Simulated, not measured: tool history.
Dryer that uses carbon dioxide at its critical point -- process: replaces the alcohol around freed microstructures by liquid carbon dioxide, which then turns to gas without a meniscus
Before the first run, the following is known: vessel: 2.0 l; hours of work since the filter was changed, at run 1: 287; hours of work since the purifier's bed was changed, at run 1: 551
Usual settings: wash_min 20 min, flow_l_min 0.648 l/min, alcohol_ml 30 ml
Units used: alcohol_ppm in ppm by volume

| run | hour | wash_min | flow_l_min | alcohol_ml | hours of work since the filter was changed | hours of work since the purifier's bed was changed | alcohol_ppm |
|---|---|---|---|---|---|---|---|
| 1 | 0 | 20 | 0.648 | 30 | 287 | 551 | 236 |
| 2 | 41 | 18 | 0.648 | 30 | 307 | 572 | 281 |
| 3 | 61.1 | 18 | 0.648 | 30 | 317 | 582 | 281 |
| 4 | 87.7 | 20 | 0.94 | 30 | 331 | 595 | 230 |
| 5 | 125.6 | 20 | 0.94 | 30 | 350 | 614 | 224 |
| 6 | 164.2 | 20 | 0.94 | 30 | 369 | 634 | 230 |
| 7 | 184.2 | 20 | 0.94 | 30 | 379 | 644 | 233 |
| 8 | 217.1 | 20 | 0.94 | 30 | 396 | 660 | 243 |
| 9 | 254 | 20 | 0.648 | 43 | 414 | 679 | 304 |
| 10 | 297.2 | 20 | 0.648 | 30 | 436 | 701 | 305 |
| 11 | 342.6 | 20 | 0.648 | 30 | 459 | 723 | 314 |
| 12 | 375.8 | 15 | 0.648 | 30 | 475 | 740 | 472 |
| 13 | 406.1 | 15 | 0.648 | 30 | 491 | 755 | 474 |
|  | 426.4 | purifier's bed changed |
|  | 437.7 | inlet filter changed |
| 14 | 445.2 | 15 | 0.648 | 30 | 4 | 9 | 146 |
| 15 | 471.6 | 14 | 0.648 | 30 | 17 | 22 | 215 |
| 16 | 514.5 | 14 | 0.648 | 30 | 39 | 44 | 240 |
| 17 | 535.7 | 20 | 0.648 | 30 | 49 | 54 | 62 |
| 18 | 563.4 | 20 | 0.648 | 30 | 63 | 68 | 66 |
| 19 | 597.5 | 20 | 0.648 | 30 | 80 | 85 | 77 |
| 20 | 628 | 20 | 0.648 | 30 | 95 | 101 | 79 |
| 21 | 671.5 | 20 | 0.648 | 30 | 117 | 122 | 87 |
| 22 | 696.2 | 20 | 0.498 | 30 | 130 | 135 | 198 |
| 23 | 720.5 | 20 | 0.498 | 30 | 142 | 147 | 204 |
| 24 | 745.3 | 20 | 0.498 | 30 | 154 | 159 | 219 |
| 25 | 782.9 | 20 | 0.498 | 30 | 173 | 178 | 227 |
| 26 | 804.7 | 28 | 1.01 | 30 | 184 | 189 | 73 |
| 27 | 824.5 | 28 | 1.01 | 30 | 194 | 199 | 85 |
| 28 | 845.2 | 28 | 1.01 | 30 | 204 | 210 | 85 |
| 29 | 885.9 | 21 | 0.838 | 32 | 225 | 230 | 106 |
| 30 | 932.5 | 18 | 0.648 | 116 | 248 | 253 | 377 |
| 31 | 960 | 20 | 0.891 | 30 | 262 | 267 | 105 |
| 32 | 987.6 | 20 | 0.411 | 66 | 276 | 281 | 874 |
| 33 | 1024.3 | 20 | 0.411 | 66 | 294 | 300 | 881 |
| 34 | 1044.2 | 20 | 0.646 | 66 | 304 | 309 | 201 |
| 35 | 1072.1 | 20 | 0.646 | 66 | 318 | 323 | 217 |
| 36 | 1117.8 | 20 | 0.646 | 66 | 341 | 346 | 227 |
| 37 | 1140.9 | 20 | 0.646 | 66 | 353 | 358 | 231 |
| 38 | 1181.6 | 20 | 0.646 | 66 | 373 | 378 | 223 |
| 39 | 1202.7 | 13 | 0.646 | 98 | 384 | 389 | 1232 |
| 40 | 1243.8 | 13 | 0.646 | 98 | 404 | 410 | 1243 |
| 41 | 1274.9 | 18 | 0.648 | 30 | 420 | 425 | 246 |
| 42 | 1306.3 | 13 | 0.683 | 71 | 436 | 441 | 818 |
| 43 | 1332.1 | 13 | 0.57 | 30 | 449 | 454 | 703 |
| 44 | 1366.8 | 30 | 0.57 | 63 | 466 | 471 | 188 |
| 45 | 1410.4 | 20 | 1.084 | 22 | 488 | 493 | 180 |
|  | 1443.2 | inlet filter changed |
| 46 | 1448.3 | 20 | 1.084 | 22 | 3 | 512 | 188 |

Below are 3 alternative next runs, each starting from the tool's condition after run 46. Predict each:
| A | 1468.9 | 20 | 0.648 | 51 | 13 | 522 | ? |
| B | 1468.9 | 24 | 0.403 | 22 | 13 | 522 | ? |
| C | 1468.9 | 16 | 1.084 | 32 | 13 | 522 | ? |

| run | alcohol_ppm |
|---|---|
| A | 264 |
| B | 330 |
| C | 204 |
What these runs would have given with no unlogged condition in the tool:
| run | alcohol_ppm |
|---|---|
| A | 68 |
| B | 126 |
| C | 11 |
